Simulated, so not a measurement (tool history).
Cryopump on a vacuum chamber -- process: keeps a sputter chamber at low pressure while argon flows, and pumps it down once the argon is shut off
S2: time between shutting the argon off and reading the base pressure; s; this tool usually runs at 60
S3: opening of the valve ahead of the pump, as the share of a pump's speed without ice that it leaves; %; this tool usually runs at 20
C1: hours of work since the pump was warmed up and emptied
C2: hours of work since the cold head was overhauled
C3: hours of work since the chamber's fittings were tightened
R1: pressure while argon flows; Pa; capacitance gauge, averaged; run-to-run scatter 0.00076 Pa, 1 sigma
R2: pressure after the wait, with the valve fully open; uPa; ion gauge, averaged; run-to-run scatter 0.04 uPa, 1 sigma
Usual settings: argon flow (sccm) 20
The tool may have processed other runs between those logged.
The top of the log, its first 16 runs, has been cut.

Run 17, day 51.533: usual settings; C1 205; C2 1790; C3 886. Result: R1 0.1469 Pa, R2 3.26 uPa.
Run 18, day 56.471: usual settings but S2 149 s, S3 19 %; C1 264; C2 1849; C3 945. Result: R1 0.1543 Pa, R2 2.12 uPa.
Run 19, day 60.429: usual settings but argon flow (sccm) 16, S2 110 s; C1 311; C2 1897; C3 993. Result: R1 0.1196 Pa, R2 2.52 uPa.
Run 20, day 65.208: usual settings but argon flow (sccm) 30, S2 42 s, S3 22 %; C1 369; C2 1954; C3 1050. Result: R1 0.2056 Pa, R2 4.46 uPa.
Run 21, day 68.108: usual settings but argon flow (sccm) 30, S2 42 s, S3 22 %; C1 403; C2 1989; C3 1085. Result: R1 0.2082 Pa, R2 4.62 uPa.
Run 22, day 71.442: usual settings but argon flow (sccm) 11, S2 27 s; C1 443; C2 2029; C3 1125. Result: R1 0.083 Pa, R2 6.26 uPa.
At day 76.758: pump warmed up, emptied and cooled again.
Run 23, day 76.842: usual settings but argon flow (sccm) 22, S2 87 s; C1 1; C2 2091; C3 1187. Result: R1 0.1557 Pa, R2 2.77 uPa.
Run 24, day 79.925: usual settings but argon flow (sccm) 8, S2 87 s, S3 32 %; C1 38; C2 2128; C3 1224. Result: R1 0.0354 Pa, R2 2.74 uPa.
Run 25, day 82.612: usual settings but argon flow (sccm) 8, S2 87 s, S3 36 %; C1 70; C2 2160; C3 1256. Result: R1 0.0319 Pa, R2 2.9 uPa.
Run 26, day 85.775: usual settings but argon flow (sccm) 11, S2 271 s, S3 33 %; C1 108; C2 2198; C3 1294. Result: R1 0.0492 Pa, R2 1.93 uPa.
Run 27, day 90.171: usual settings but argon flow (sccm) 21, S2 37 s, S3 53 %; C1 161; C2 2251; C3 1347. Result: R1 0.0595 Pa, R2 4.92 uPa.
Run 28, day 93.679: usual settings but S2 201 s, S3 36 %; C1 203; C2 2293; C3 1389. Result: R1 0.0842 Pa, R2 2.32 uPa.
Run 29, day 97.925: usual settings but S2 201 s, S3 36 %; C1 254; C2 2344; C3 1440. Result: R1 0.0851 Pa, R2 2.44 uPa.
Run 30, day 100.554: usual settings but argon flow (sccm) 22, S2 32 s, S3 36 %; C1 285; C2 2376; C3 1471. Result: R1 0.0931 Pa, R2 5.49 uPa.

Run 31 has not been measured yet. What should we expect?
Run 31, day 104.529: usual settings but argon flow (sccm) 22, S2 32 s, S3 36 %; C1 333; C2 2423; C3 1519. Result: R1 ?, R2 ?.

Logged for run 31: R1 0.0947 Pa, R2 5.88 uPa.
On a tool with no hidden condition, and with the same random variation, this run would have come out at R1 0.0864 Pa, R2 4.16 uPa.
